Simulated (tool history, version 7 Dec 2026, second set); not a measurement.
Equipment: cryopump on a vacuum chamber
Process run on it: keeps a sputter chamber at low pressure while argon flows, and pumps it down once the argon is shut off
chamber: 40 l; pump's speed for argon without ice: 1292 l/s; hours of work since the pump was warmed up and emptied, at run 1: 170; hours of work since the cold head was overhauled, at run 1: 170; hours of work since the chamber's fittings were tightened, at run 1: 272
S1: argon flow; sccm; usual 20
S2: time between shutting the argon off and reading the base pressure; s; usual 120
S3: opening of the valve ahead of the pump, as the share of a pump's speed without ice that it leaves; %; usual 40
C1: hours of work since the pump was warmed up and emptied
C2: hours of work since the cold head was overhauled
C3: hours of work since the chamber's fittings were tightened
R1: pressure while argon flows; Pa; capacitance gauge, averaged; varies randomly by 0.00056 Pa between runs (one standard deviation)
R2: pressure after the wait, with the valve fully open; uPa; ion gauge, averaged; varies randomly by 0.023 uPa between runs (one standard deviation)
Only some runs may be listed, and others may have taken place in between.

run     day  S1   S2  S3   C1   C2   C3      R1    R2
  1       0  20  120  40  170  170  272  0.0692  0.95
  2   0.504  20  120  40  179  179  281  0.0709  0.95
  3   0.971  20  120  40  187  187  290  0.0714  0.95
  4    1.55  20  120  40  197  197  300  0.0718  0.92
  5   2.217  20   26  40  209  209  312  0.0728  2.89
  6   2.833  20   26  40  221  221  323  0.0712  2.91
  7   3.629  28  120  40  235  235  337   0.102  0.95
  8    4.05  28  120  40  242  242  345   0.103  0.99
  9   4.429  40  120  40  249  249  352  0.1472  0.99
 10   4.875  40  120  40  257  257  360  0.1473  1.03
 11   5.608  40  120  40  270  270  373  0.1495  0.98
 12     6.3  40  120  39  283  283  385  0.1539  0.96
 13   6.946  40  120  39  294  294  397  0.1534     1
 14   7.729  20  120  33  308  308  411  0.0906  1.08
 15   8.538  20  120  33  323  323  425  0.0915  1.05
 16   9.133  20  120  33  334  334  436  0.0918  1.09
 17   9.538  20  120  33  341  341  443  0.0924  1.07
 18  10.333  20  120  33  355  355  458  0.0929  1.14
     10.871  -- pump warmed up, emptied and cooled again
 19  10.971  20  120  33    2  363  465  0.0791  0.95
 20  11.525  20  120  33   12  373  475  0.0804  0.94
 21  11.925  20  120  33   19  380  482  0.0796  0.96
 22  12.646  11  247  49   32  393  495  0.0295  0.64
 23  13.392  14   93  16   45  406  509  0.1159  1.08
 24  14.092  25   93  16   58  419  521  0.2081  1.11
 25  14.875  25   42  38   72  433  535  0.0897  1.94
 26  15.242  20   33  35   78  439  542  0.0768   2.5
 27    15.7  20   33  35   87  448  550  0.0787  2.38
 28  16.271  20   33  35   97  458  560  0.0779  2.48
 29  16.896  16  179  35  108  469  572  0.0627  0.81
 30  17.658  20  145  40  122  483  585  0.0688   0.9
 31  18.025  16  145  28  128  489  592  0.0781  0.92
 32  18.796  16  145  28  142  503  606  0.0785  0.94
 33  19.208  16  145  28  150  510  613  0.0788     1
 34  20.071  20  120  35  165  526  629  0.0791  1.05

Same runs, no hidden state in the tool, same run-to-run variation:
The hidden state here: pump's speed, % of a pump's without ice; cold plate's temperature, K; leak into the chamber, uPa l/s; drift of the gauge itself on working_pa, %; drift of the gauge itself on base_upa, %.
run      R1    R2
  1  0.0639   0.8
  2  0.0653  0.79
  3  0.0654  0.78
  4  0.0656  0.75
  5  0.0661  2.71
  6  0.0641  2.72
  7  0.0912  0.74
  8  0.0918  0.77
  9  0.1307  0.76
 10  0.1302   0.8
 11  0.1313  0.74
 12  0.1346  0.71
 13  0.1332  0.74
 14  0.0797   0.8
 15  0.0799  0.75
 16  0.0798  0.78
 17    0.08  0.77
 18  0.0797   0.8
 19  0.0786   0.8
 20  0.0797  0.78
 21  0.0787   0.8
 22  0.0288  0.46
 23  0.1147   0.9
 24  0.2058  0.92
 25  0.0869  1.75
 26  0.0744  2.29
 27   0.076  2.17
 28  0.0749  2.25
 29    0.06  0.58
 30  0.0651  0.67
 31   0.075  0.67
 32   0.075  0.68
 33  0.0752  0.73
 34   0.074  0.77

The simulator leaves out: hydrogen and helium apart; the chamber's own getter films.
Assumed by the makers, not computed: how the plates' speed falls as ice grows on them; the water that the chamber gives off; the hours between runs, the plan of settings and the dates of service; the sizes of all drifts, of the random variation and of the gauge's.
